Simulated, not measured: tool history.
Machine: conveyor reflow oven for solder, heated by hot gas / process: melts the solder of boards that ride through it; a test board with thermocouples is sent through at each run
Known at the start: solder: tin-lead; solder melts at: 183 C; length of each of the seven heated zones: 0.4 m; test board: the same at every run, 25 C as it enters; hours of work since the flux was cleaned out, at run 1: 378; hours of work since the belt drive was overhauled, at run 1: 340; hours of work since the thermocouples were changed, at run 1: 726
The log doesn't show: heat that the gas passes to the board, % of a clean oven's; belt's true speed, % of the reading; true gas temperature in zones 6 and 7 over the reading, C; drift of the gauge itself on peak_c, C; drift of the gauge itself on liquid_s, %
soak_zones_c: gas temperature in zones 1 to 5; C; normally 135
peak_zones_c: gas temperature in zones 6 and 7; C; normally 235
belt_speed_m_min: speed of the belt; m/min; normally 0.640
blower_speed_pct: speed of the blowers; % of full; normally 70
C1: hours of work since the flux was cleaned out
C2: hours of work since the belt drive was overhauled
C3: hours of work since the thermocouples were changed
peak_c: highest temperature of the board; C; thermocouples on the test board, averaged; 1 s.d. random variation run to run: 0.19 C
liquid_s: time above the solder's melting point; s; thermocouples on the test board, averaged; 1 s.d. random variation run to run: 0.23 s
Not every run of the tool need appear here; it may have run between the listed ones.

{"run": 1, "hour": 0.0, "soak_zones_c": 135, "peak_zones_c": 235, "belt_speed_m_min": 0.64, "blower_speed_pct": 70, "C1": 378, "C2": 340, "C3": 726, "peak_c": 220.3, "liquid_s": 57.6}
{"run": 2, "hour": 12.2, "soak_zones_c": 135, "peak_zones_c": 235, "belt_speed_m_min": 0.705, "blower_speed_pct": 70, "C1": 387, "C2": 349, "C3": 735, "peak_c": 216.7, "liquid_s": 49.4}
{"hour": 30.1, "done": "flux residue cleaned out of gas plates and filters"}
{"run": 3, "hour": 30.1, "soak_zones_c": 135, "peak_zones_c": 235, "belt_speed_m_min": 0.705, "blower_speed_pct": 70, "C1": 0, "C2": 358, "C3": 745, "peak_c": 215.1, "liquid_s": 48.3}
{"run": 4, "hour": 40.0, "soak_zones_c": 135, "peak_zones_c": 235, "belt_speed_m_min": 0.705, "blower_speed_pct": 54, "C1": 7, "C2": 365, "C3": 752, "peak_c": 209.7, "liquid_s": 42.4}
{"run": 5, "hour": 57.8, "soak_zones_c": 135, "peak_zones_c": 235, "belt_speed_m_min": 0.62, "blower_speed_pct": 54, "C1": 20, "C2": 378, "C3": 765, "peak_c": 214.7, "liquid_s": 54.4}
{"run": 6, "hour": 65.8, "soak_zones_c": 135, "peak_zones_c": 235, "belt_speed_m_min": 0.62, "blower_speed_pct": 54, "C1": 26, "C2": 384, "C3": 771, "peak_c": 214.9, "liquid_s": 54.7}
{"run": 7, "hour": 78.7, "soak_zones_c": 135, "peak_zones_c": 235, "belt_speed_m_min": 0.62, "blower_speed_pct": 54, "C1": 36, "C2": 394, "C3": 780, "peak_c": 214.4, "liquid_s": 54.5}
{"run": 8, "hour": 92.1, "soak_zones_c": 135, "peak_zones_c": 236, "belt_speed_m_min": 0.567, "blower_speed_pct": 61, "C1": 46, "C2": 404, "C3": 790, "peak_c": 221.4, "liquid_s": 66.3}
{"hour": 107.1, "done": "flux residue cleaned out of gas plates and filters, once more"}
{"run": 9, "hour": 113.1, "soak_zones_c": 126, "peak_zones_c": 235, "belt_speed_m_min": 0.759, "blower_speed_pct": 70, "C1": 4, "C2": 415, "C3": 802, "peak_c": 215.3, "liquid_s": 42.6}
{"run": 10, "hour": 126.7, "soak_zones_c": 124, "peak_zones_c": 235, "belt_speed_m_min": 0.64, "blower_speed_pct": 70, "C1": 14, "C2": 425, "C3": 812, "peak_c": 221.1, "liquid_s": 55.5}
{"run": 11, "hour": 136.8, "soak_zones_c": 135, "peak_zones_c": 249, "belt_speed_m_min": 0.64, "blower_speed_pct": 64, "C1": 22, "C2": 433, "C3": 819, "peak_c": 233.4, "liquid_s": 65.9}
{"run": 12, "hour": 151.4, "soak_zones_c": 148, "peak_zones_c": 249, "belt_speed_m_min": 0.556, "blower_speed_pct": 58, "C1": 33, "C2": 443, "C3": 830, "peak_c": 237.4, "liquid_s": 83.1}
{"run": 13, "hour": 167.9, "soak_zones_c": 148, "peak_zones_c": 249, "belt_speed_m_min": 0.533, "blower_speed_pct": 77, "C1": 45, "C2": 456, "C3": 842, "peak_c": 243.6, "liquid_s": 88.5}
{"hour": 178.0, "done": "thermocouples of zones 6 and 7 changed"}
{"run": 14, "hour": 179.6, "soak_zones_c": 135, "peak_zones_c": 235, "belt_speed_m_min": 0.705, "blower_speed_pct": 70, "C1": 52, "C2": 463, "C3": 1, "peak_c": 218.3, "liquid_s": 51.3}

Subtracting, for every run, the result it would have given without the tool's unlogged condition from the measured result gives the following. The same run-to-run variation enters both numbers; the gauge's scatter may not:
run=1 peak_c=-0.7 liquid_s=-0.7
run=2 peak_c=-1.0 liquid_s=-1.0
run=3 peak_c=-2.3 liquid_s=-2.1
run=4 peak_c=-1.8 liquid_s=-2.0
run=5 peak_c=-1.3 liquid_s=-1.4
run=6 peak_c=-1.4 liquid_s=-1.5
run=7 peak_c=-1.4 liquid_s=-1.5
run=8 peak_c=-1.3 liquid_s=-1.1
run=9 peak_c=+2.0 liquid_s=+1.7
run=10 peak_c=+2.0 liquid_s=+1.8
run=11 peak_c=+2.0 liquid_s=+1.5
run=12 peak_c=+2.0 liquid_s=+1.5
run=13 peak_c=+2.0 liquid_s=+1.4
run=14 peak_c=+0.6 liquid_s=+0.6
